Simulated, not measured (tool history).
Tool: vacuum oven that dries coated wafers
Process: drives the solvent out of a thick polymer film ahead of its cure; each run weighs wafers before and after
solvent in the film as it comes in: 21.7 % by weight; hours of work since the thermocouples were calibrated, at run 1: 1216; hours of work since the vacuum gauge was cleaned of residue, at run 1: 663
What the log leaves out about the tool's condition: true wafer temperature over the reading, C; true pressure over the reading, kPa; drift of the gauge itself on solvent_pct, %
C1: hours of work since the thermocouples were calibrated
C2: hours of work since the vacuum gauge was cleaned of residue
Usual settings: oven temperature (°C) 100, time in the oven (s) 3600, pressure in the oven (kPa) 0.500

run 1 hour=0.0 | oven_temperature_(°C)=100 time_in_the_oven_(s)=3600 pressure_in_the_oven_(kPa)=0.500 | C1=1216 C2=663 | solvent_left_in_the_film_(%)=4.16
run 2 hour=11.7 | oven_temperature_(°C)=100 time_in_the_oven_(s)=3600 pressure_in_the_oven_(kPa)=0.500 | C1=1225 C2=672 | solvent_left_in_the_film_(%)=4.23
run 3 hour=24.9 | oven_temperature_(°C)=100 time_in_the_oven_(s)=3600 pressure_in_the_oven_(kPa)=0.500 | C1=1235 C2=683 | solvent_left_in_the_film_(%)=4.13
run 4 hour=36.7 | oven_temperature_(°C)=100 time_in_the_oven_(s)=3600 pressure_in_the_oven_(kPa)=0.500 | C1=1244 C2=692 | solvent_left_in_the_film_(%)=4.07
run 5 hour=53.1 | oven_temperature_(°C)=100 time_in_the_oven_(s)=3600 pressure_in_the_oven_(kPa)=0.278 | C1=1257 C2=705 | solvent_left_in_the_film_(%)=4.21
-- hour=71.7 oven's thermocouples calibrated
run 6 hour=71.7 | oven_temperature_(°C)=100 time_in_the_oven_(s)=3600 pressure_in_the_oven_(kPa)=0.278 | C1=0 C2=718 | solvent_left_in_the_film_(%)=4.77
run 7 hour=95.7 | oven_temperature_(°C)=100 time_in_the_oven_(s)=5160 pressure_in_the_oven_(kPa)=0.500 | C1=19 C2=736 | solvent_left_in_the_film_(%)=2.93
run 8 hour=107.8 | oven_temperature_(°C)=100 time_in_the_oven_(s)=5160 pressure_in_the_oven_(kPa)=0.500 | C1=28 C2=746 | solvent_left_in_the_film_(%)=2.84
run 9 hour=118.9 | oven_temperature_(°C)=107 time_in_the_oven_(s)=3600 pressure_in_the_oven_(kPa)=0.500 | C1=37 C2=754 | solvent_left_in_the_film_(%)=2.48
run 10 hour=130.9 | oven_temperature_(°C)=107 time_in_the_oven_(s)=3600 pressure_in_the_oven_(kPa)=0.500 | C1=46 C2=764 | solvent_left_in_the_film_(%)=2.46
run 11 hour=151.6 | oven_temperature_(°C)=107 time_in_the_oven_(s)=3780 pressure_in_the_oven_(kPa)=0.500 | C1=62 C2=780 | solvent_left_in_the_film_(%)=2.17
run 12 hour=171.3 | oven_temperature_(°C)=107 time_in_the_oven_(s)=3780 pressure_in_the_oven_(kPa)=0.500 | C1=77 C2=795 | solvent_left_in_the_film_(%)=2.31
run 13 hour=194.6 | oven_temperature_(°C)=107 time_in_the_oven_(s)=2820 pressure_in_the_oven_(kPa)=0.450 | C1=96 C2=813 | solvent_left_in_the_film_(%)=3.60
run 14 hour=210.5 | oven_temperature_(°C)=100 time_in_the_oven_(s)=2160 pressure_in_the_oven_(kPa)=0.500 | C1=108 C2=826 | solvent_left_in_the_film_(%)=8.02
run 15 hour=234.0 | oven_temperature_(°C)=100 time_in_the_oven_(s)=1920 pressure_in_the_oven_(kPa)=0.501 | C1=126 C2=844 | solvent_left_in_the_film_(%)=8.83
run 16 hour=258.1 | oven_temperature_(°C)=100 time_in_the_oven_(s)=1920 pressure_in_the_oven_(kPa)=0.501 | C1=145 C2=863 | solvent_left_in_the_film_(%)=8.78
run 17 hour=279.1 | oven_temperature_(°C)=92 time_in_the_oven_(s)=3600 pressure_in_the_oven_(kPa)=1.450 | C1=161 C2=879 | solvent_left_in_the_film_(%)=8.56
run 18 hour=298.3 | oven_temperature_(°C)=92 time_in_the_oven_(s)=3600 pressure_in_the_oven_(kPa)=1.450 | C1=176 C2=894 | solvent_left_in_the_film_(%)=8.67

5 options for the next run, each taken on its own from the tool as it stands now. Forecast them:
run A hour=317.7 | oven_temperature_(°C)=92 time_in_the_oven_(s)=3600 pressure_in_the_oven_(kPa)=0.500 | C1=191 C2=909 | solvent_left_in_the_film_(%)=?
run B hour=317.7 | oven_temperature_(°C)=86 time_in_the_oven_(s)=3660 pressure_in_the_oven_(kPa)=1.676 | C1=191 C2=909 | solvent_left_in_the_film_(%)=?
run C hour=317.7 | oven_temperature_(°C)=100 time_in_the_oven_(s)=3600 pressure_in_the_oven_(kPa)=0.388 | C1=191 C2=909 | solvent_left_in_the_film_(%)=?
run D hour=317.7 | oven_temperature_(°C)=98 time_in_the_oven_(s)=2220 pressure_in_the_oven_(kPa)=0.992 | C1=191 C2=909 | solvent_left_in_the_film_(%)=?
run E hour=317.7 | oven_temperature_(°C)=100 time_in_the_oven_(s)=3960 pressure_in_the_oven_(kPa)=0.580 | C1=191 C2=909 | solvent_left_in_the_film_(%)=?

run=A solvent_left_in_the_film_(%)=8.09
run=B solvent_left_in_the_film_(%)=11.00
run=C solvent_left_in_the_film_(%)=4.69
run=D solvent_left_in_the_film_(%)=8.93
run=E solvent_left_in_the_film_(%)=4.32
What these runs would have given with no unlogged condition in the tool:
run=A solvent_left_in_the_film_(%)=7.93
run=B solvent_left_in_the_film_(%)=10.83
run=C solvent_left_in_the_film_(%)=4.54
run=D solvent_left_in_the_film_(%)=8.80
run=E solvent_left_in_the_film_(%)=4.16

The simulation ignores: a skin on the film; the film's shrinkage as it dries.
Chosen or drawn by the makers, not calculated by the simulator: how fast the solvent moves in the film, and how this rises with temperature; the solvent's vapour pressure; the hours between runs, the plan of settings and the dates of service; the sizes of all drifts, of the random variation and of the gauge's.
